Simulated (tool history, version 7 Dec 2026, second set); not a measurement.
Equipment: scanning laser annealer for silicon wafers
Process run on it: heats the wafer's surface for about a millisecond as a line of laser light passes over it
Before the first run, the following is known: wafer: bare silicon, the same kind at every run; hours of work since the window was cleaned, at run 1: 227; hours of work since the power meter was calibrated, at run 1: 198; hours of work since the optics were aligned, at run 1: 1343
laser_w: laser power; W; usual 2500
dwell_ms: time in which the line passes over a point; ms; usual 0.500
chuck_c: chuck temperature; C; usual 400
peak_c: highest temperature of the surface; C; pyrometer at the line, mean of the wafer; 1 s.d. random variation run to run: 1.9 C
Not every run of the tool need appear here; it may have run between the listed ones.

run	day	laser_w	dwell_ms	chuck_c	hours of work since the window was cleaned	hours of work since the power meter was calibrated	hours of work since the optics were aligned	peak_c
1	0.000	2500	0.500	400	227	198	1343	1071
2	0.671	2500	0.500	400	234	205	1350	1074
3	1.512	2500	0.500	400	243	214	1359	1071
4	2.088	2500	0.500	400	249	220	1365	1067
5	2.929	2500	0.500	400	258	229	1374	1068
6	3.908	2500	0.500	400	268	239	1384	1068
7	4.525	2500	0.500	397	275	245	1391	1062
8	5.092	2500	0.500	397	281	251	1397	1063
9	6.021	2500	0.500	397	291	261	1406	1060
10	6.521	2500	0.500	397	296	266	1412	1062
11	7.096	2500	0.500	397	302	273	1418	1060
12	7.933	2447	0.500	397	311	281	1427	1042
# day 8.225: optics aligned, line set to its width
# day 8.417: window over the wafer cleaned
13	9.142	2500	0.500	407	8	291	9	1079
14	9.638	2425	0.496	435	13	296	14	1078
15	10.388	2597	0.399	394	21	304	22	1021
16	10.829	2567	0.500	365	25	309	27	1062
17	11.329	2132	0.400	397	31	314	32	886
18	11.862	2704	0.466	362	36	320	37	1079
19	12.554	2147	0.436	381	44	327	45	888
20	13.412	2147	0.436	381	53	336	54	889
# day 13.800: optics aligned, line set to its width, once more
21	14.058	2147	0.436	381	57	341	3	914
22	15.050	2500	0.396	400	68	351	13	1021
23	15.692	2643	0.388	374	74	358	20	1034
24	16.604	2748	0.379	370	84	367	30	1059

Each row is a separate what-if for the run after 24, all from the same tool condition, not one after another. Results?
A	17.421	2433	0.531	400	93	376	38	?
B	17.421	2748	0.546	370	93	376	38	?
C	17.421	2500	0.555	400	93	376	38	?

run	peak_c
A	1092
B	1199
C	1131
Take away the tool's hidden state, keep each run's random variation, and the runs would have read:
run	peak_c
A	1101
B	1209
C	1140
